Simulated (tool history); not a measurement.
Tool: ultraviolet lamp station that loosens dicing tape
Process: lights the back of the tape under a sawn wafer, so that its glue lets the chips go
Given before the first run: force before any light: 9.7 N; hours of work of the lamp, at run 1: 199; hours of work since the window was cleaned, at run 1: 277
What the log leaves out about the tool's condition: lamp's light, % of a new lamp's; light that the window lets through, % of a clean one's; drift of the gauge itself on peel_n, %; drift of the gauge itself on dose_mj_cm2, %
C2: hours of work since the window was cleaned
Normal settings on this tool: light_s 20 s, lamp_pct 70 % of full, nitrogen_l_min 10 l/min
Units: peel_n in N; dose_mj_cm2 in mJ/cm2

{"run": 1, "hour": 0.0, "light_s": 20, "lamp_pct": 70, "nitrogen_l_min": 10, "hours of work of the lamp": 199, "C2": 277, "peel_n": 1.606, "dose_mj_cm2": 365}
{"run": 2, "hour": 5.8, "light_s": 20, "lamp_pct": 70, "nitrogen_l_min": 10, "hours of work of the lamp": 201, "C2": 279, "peel_n": 1.619, "dose_mj_cm2": 373}
{"run": 3, "hour": 15.3, "light_s": 20, "lamp_pct": 70, "nitrogen_l_min": 10, "hours of work of the lamp": 206, "C2": 284, "peel_n": 1.598, "dose_mj_cm2": 366}
{"run": 4, "hour": 20.7, "light_s": 20, "lamp_pct": 70, "nitrogen_l_min": 10, "hours of work of the lamp": 208, "C2": 286, "peel_n": 1.6, "dose_mj_cm2": 362}
{"run": 5, "hour": 29.5, "light_s": 20, "lamp_pct": 70, "nitrogen_l_min": 10, "hours of work of the lamp": 212, "C2": 290, "peel_n": 1.66, "dose_mj_cm2": 360}
{"run": 6, "hour": 36.9, "light_s": 20, "lamp_pct": 70, "nitrogen_l_min": 10, "hours of work of the lamp": 215, "C2": 293, "peel_n": 1.648, "dose_mj_cm2": 358}
{"run": 7, "hour": 47.3, "light_s": 20, "lamp_pct": 77, "nitrogen_l_min": 10, "hours of work of the lamp": 220, "C2": 298, "peel_n": 1.434, "dose_mj_cm2": 397}
{"run": 8, "hour": 52.2, "light_s": 20, "lamp_pct": 68, "nitrogen_l_min": 10, "hours of work of the lamp": 222, "C2": 300, "peel_n": 1.757, "dose_mj_cm2": 348}
{"run": 9, "hour": 57.5, "light_s": 20, "lamp_pct": 68, "nitrogen_l_min": 10, "hours of work of the lamp": 224, "C2": 302, "peel_n": 1.696, "dose_mj_cm2": 353}
{"run": 10, "hour": 67.2, "light_s": 20, "lamp_pct": 68, "nitrogen_l_min": 10, "hours of work of the lamp": 229, "C2": 307, "peel_n": 1.754, "dose_mj_cm2": 351}
{"run": 11, "hour": 73.8, "light_s": 20, "lamp_pct": 94, "nitrogen_l_min": 10, "hours of work of the lamp": 231, "C2": 310, "peel_n": 0.972, "dose_mj_cm2": 481}
{"run": 12, "hour": 79.7, "light_s": 20, "lamp_pct": 71, "nitrogen_l_min": 10, "hours of work of the lamp": 234, "C2": 312, "peel_n": 1.581, "dose_mj_cm2": 363}
{"run": 13, "hour": 90.0, "light_s": 20, "lamp_pct": 70, "nitrogen_l_min": 5, "hours of work of the lamp": 239, "C2": 317, "peel_n": 2.581, "dose_mj_cm2": 360}
{"run": 14, "hour": 98.7, "light_s": 20, "lamp_pct": 85, "nitrogen_l_min": 12, "hours of work of the lamp": 243, "C2": 321, "peel_n": 1.038, "dose_mj_cm2": 430}
{"run": 15, "hour": 107.5, "light_s": 19, "lamp_pct": 76, "nitrogen_l_min": 10, "hours of work of the lamp": 246, "C2": 324, "peel_n": 1.625, "dose_mj_cm2": 363}
{"run": 16, "hour": 113.0, "light_s": 10, "lamp_pct": 86, "nitrogen_l_min": 10, "hours of work of the lamp": 249, "C2": 327, "peel_n": 3.304, "dose_mj_cm2": 213}
{"run": 17, "hour": 122.7, "light_s": 10, "lamp_pct": 64, "nitrogen_l_min": 19, "hours of work of the lamp": 253, "C2": 331, "peel_n": 3.527, "dose_mj_cm2": 161}
{"run": 18, "hour": 129.4, "light_s": 35, "lamp_pct": 70, "nitrogen_l_min": 10, "hours of work of the lamp": 256, "C2": 334, "peel_n": 0.536, "dose_mj_cm2": 613}
{"run": 19, "hour": 140.3, "light_s": 37, "lamp_pct": 97, "nitrogen_l_min": 10, "hours of work of the lamp": 261, "C2": 339, "peel_n": 0.243, "dose_mj_cm2": 896}
{"run": 20, "hour": 148.5, "light_s": 15, "lamp_pct": 86, "nitrogen_l_min": 10, "hours of work of the lamp": 265, "C2": 343, "peel_n": 1.9, "dose_mj_cm2": 324}

What does the tool deliver on the next run?
{"run": 21, "hour": 159.8, "light_s": 13, "lamp_pct": 72, "nitrogen_l_min": 10, "hours of work of the lamp": 270, "C2": 348, "peel_n": "?", "dose_mj_cm2": "?"}

peel_n: 3.108 N
dose_mj_cm2: 233 mJ/cm2
Were there no unlogged condition in the tool, this run, its random variation unchanged, would have produced peel_n 2.406 N, dose_mj_cm2 286 mJ/cm2.
